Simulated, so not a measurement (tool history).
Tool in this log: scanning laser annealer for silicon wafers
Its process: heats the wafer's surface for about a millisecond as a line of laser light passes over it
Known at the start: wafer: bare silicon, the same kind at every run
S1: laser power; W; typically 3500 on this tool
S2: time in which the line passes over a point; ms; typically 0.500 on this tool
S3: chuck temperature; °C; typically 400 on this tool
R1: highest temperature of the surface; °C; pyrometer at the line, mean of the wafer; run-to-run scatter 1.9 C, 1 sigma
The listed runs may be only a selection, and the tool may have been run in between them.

{"run": 1, "day": 0.0, "S1": 3500, "S2": 0.5, "S3": 400, "R1": 1241}
{"run": 2, "day": 3.838, "S1": 3500, "S2": 0.408, "S3": 400, "R1": 1171}
{"run": 3, "day": 7.533, "S1": 3500, "S2": 0.408, "S3": 400, "R1": 1167}
{"run": 4, "day": 10.462, "S1": 3500, "S2": 0.408, "S3": 400, "R1": 1169}
{"run": 5, "day": 12.267, "S1": 3500, "S2": 0.408, "S3": 400, "R1": 1166}
{"run": 6, "day": 15.125, "S1": 3500, "S2": 0.408, "S3": 400, "R1": 1166}
{"run": 7, "day": 18.912, "S1": 3500, "S2": 0.5, "S3": 440, "R1": 1275}
{"run": 8, "day": 22.058, "S1": 3500, "S2": 0.5, "S3": 440, "R1": 1270}
{"run": 9, "day": 23.633, "S1": 3500, "S2": 0.5, "S3": 400, "R1": 1227}
{"run": 10, "day": 27.192, "S1": 3500, "S2": 0.5, "S3": 400, "R1": 1226}
{"run": 11, "day": 28.833, "S1": 3500, "S2": 0.5, "S3": 400, "R1": 1221}
{"run": 12, "day": 32.138, "S1": 3500, "S2": 0.5, "S3": 400, "R1": 1223}
{"run": 13, "day": 34.675, "S1": 3500, "S2": 0.5, "S3": 400, "R1": 1219}
{"run": 14, "day": 37.383, "S1": 3500, "S2": 0.5, "S3": 400, "R1": 1219}
{"run": 15, "day": 40.529, "S1": 3500, "S2": 0.5, "S3": 400, "R1": 1219}
{"run": 16, "day": 42.4, "S1": 3500, "S2": 0.5, "S3": 425, "R1": 1238}
{"run": 17, "day": 45.117, "S1": 3500, "S2": 0.5, "S3": 425, "R1": 1240}
{"run": 18, "day": 48.721, "S1": 3500, "S2": 0.5, "S3": 425, "R1": 1236}
{"run": 19, "day": 51.65, "S1": 3350, "S2": 0.372, "S3": 430, "R1": 1112}
{"day": 53.688, "done": "window over the wafer cleaned"}
{"run": 20, "day": 55.475, "S1": 3350, "S2": 0.395, "S3": 430, "R1": 1156}

Predict the results of run 21:
{"run": 21, "day": 57.079, "S1": 3350, "S2": 0.395, "S3": 430, "R1": "?"}

Run 21 yielded R1 1158 °C.
Were there no unlogged condition in the tool, this run, its random variation unchanged, would have produced R1 1161 °C.

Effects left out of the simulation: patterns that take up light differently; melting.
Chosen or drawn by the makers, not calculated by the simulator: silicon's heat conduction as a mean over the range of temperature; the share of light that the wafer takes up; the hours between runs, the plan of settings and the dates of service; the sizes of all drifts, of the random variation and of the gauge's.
